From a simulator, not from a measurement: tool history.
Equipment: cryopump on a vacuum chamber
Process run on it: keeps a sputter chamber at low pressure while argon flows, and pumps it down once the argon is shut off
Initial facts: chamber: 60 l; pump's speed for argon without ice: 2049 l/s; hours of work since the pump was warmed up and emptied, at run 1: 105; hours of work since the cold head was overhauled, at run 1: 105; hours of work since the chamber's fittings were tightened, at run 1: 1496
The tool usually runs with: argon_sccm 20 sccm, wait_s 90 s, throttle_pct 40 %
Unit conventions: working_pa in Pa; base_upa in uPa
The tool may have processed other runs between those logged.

run,hour,argon_sccm,wait_s,throttle_pct,hours of work since the pump was warmed up and emptied,hours of work since the cold head was overhauled,hours of work since the chamber's fittings were tightened,working_pa,base_upa
1,0.0,20,90,40,105,105,1496,0.0435,1.69
2,11.4,20,90,40,115,115,1506,0.0427,1.67
3,22.2,20,90,40,124,124,1515,0.0445,1.71
4,33.7,20,90,40,134,134,1525,0.0439,1.75
5,42.8,39,90,40,142,142,1533,0.0865,1.79
6,57.2,39,90,40,154,154,1545,0.0882,1.78
7,67.0,20,90,40,162,162,1554,0.0446,1.78
8,79.7,20,90,44,173,173,1565,0.0425,1.86
9,88.6,20,90,44,181,181,1572,0.0426,1.86
10,103.5,20,90,44,193,193,1585,0.0411,1.87
11,116.9,20,90,40,205,205,1596,0.0453,1.97
12,132.3,20,90,40,218,218,1610,0.0466,1.95
13,143.5,20,66,40,228,228,1619,0.0479,2.17
14,154.0,20,66,40,237,237,1628,0.0463,2.17
15,169.4,20,66,40,250,250,1641,0.0484,2.20
16,183.3,20,90,40,262,262,1653,0.0477,2.13
17,199.4,20,90,40,275,275,1667,0.0490,2.18
18,209.5,20,90,29,284,284,1676,0.0631,2.21
19,218.5,20,90,29,292,292,1683,0.0652,2.16
20,232.7,10,32,40,304,304,1695,0.0250,3.29
21,243.6,23,90,55,313,313,1705,0.0441,2.24
22,257.1,18,124,19,325,325,1716,0.0855,2.09
23,265.3,10,124,37,332,332,1723,0.0270,2.17
# hour 271.7: pump warmed up, emptied and cooled again
24,283.7,10,124,37,10,343,1735,0.0230,1.52
25,293.9,27,77,56,19,352,1743,0.0399,1.84
26,300.8,20,105,56,25,358,1749,0.0298,1.63
27,316.6,20,105,56,38,371,1763,0.0303,1.63
28,330.7,30,86,52,50,384,1775,0.0488,1.74
29,341.7,28,90,40,60,393,1784,0.0595,1.77
30,355.4,14,38,17,72,405,1796,0.0688,2.59
31,369.2,20,34,17,83,416,1808,0.0978,2.77
32,378.4,22,74,17,91,424,1816,0.1084,1.98
33,385.3,22,74,17,97,430,1822,0.1085,1.98
34,399.0,39,140,28,109,442,1833,0.1198,1.70
35,410.1,39,214,43,118,451,1843,0.0792,1.58

Results for each run, recomputed without the tool's hidden state and with each run's random variation untouched:
What the log doesn't record here: pump's speed, % of a pump's without ice; cold plate's temperature, K; leak into the chamber, uPa l/s; drift of the gauge itself on working_pa, %; drift of the gauge itself on base_upa, %.
run,working_pa,base_upa
1,0.0412,0.72
2,0.0402,0.69
3,0.0417,0.70
4,0.0409,0.72
5,0.0803,0.73
6,0.0815,0.69
7,0.0409,0.68
8,0.0385,0.72
9,0.0384,0.70
10,0.0366,0.70
11,0.0405,0.74
12,0.0414,0.71
13,0.0424,0.92
14,0.0405,0.92
15,0.0422,0.91
16,0.0410,0.74
17,0.0418,0.75
18,0.0556,0.74
19,0.0574,0.72
20,0.0209,1.77
21,0.0342,0.71
22,0.0774,0.55
23,0.0223,0.57
24,0.0229,0.55
25,0.0394,0.82
26,0.0294,0.62
27,0.0296,0.60
28,0.0474,0.72
29,0.0579,0.70
30,0.0678,1.49
31,0.0962,1.66
32,0.1065,0.84
33,0.1065,0.82
34,0.1157,0.53
35,0.0748,0.39

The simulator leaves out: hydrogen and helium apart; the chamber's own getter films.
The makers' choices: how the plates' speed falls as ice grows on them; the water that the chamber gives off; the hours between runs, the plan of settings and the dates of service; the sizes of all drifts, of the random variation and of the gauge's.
